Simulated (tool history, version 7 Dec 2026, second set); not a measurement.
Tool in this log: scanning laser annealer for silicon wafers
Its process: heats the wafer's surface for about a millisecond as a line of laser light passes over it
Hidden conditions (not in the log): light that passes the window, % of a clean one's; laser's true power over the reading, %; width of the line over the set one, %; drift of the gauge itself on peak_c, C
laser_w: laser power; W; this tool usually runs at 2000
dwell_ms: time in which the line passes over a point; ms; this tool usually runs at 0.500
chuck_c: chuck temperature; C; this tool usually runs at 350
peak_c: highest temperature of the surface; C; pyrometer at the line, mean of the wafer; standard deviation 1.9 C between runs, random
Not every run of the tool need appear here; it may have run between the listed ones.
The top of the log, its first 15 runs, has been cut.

run,hour,laser_w,dwell_ms,chuck_c,hours of work since the window was cleaned,hours of work since the power meter was calibrated,hours of work since the optics were aligned,peak_c
16,235.1,2000,0.500,372,329,662,316,1105
17,244.9,2000,0.357,350,336,669,323,973
18,259.3,2000,0.357,350,346,680,333,973
19,270.4,2000,0.357,350,355,688,341,974
20,280.8,2074,0.500,350,362,696,349,1112
21,297.2,2000,0.500,332,374,708,361,1060
22,307.7,1802,0.441,350,382,715,369,962
23,321.8,2041,0.373,350,392,726,379,1001
24,336.0,2178,0.606,350,402,736,389,1228

For run 25, what comes out?
25,344.8,1796,0.459,329,409,742,396,?

peak_c: 948 C
Without the tool's hidden state the same run would have given peak_c 977 C.

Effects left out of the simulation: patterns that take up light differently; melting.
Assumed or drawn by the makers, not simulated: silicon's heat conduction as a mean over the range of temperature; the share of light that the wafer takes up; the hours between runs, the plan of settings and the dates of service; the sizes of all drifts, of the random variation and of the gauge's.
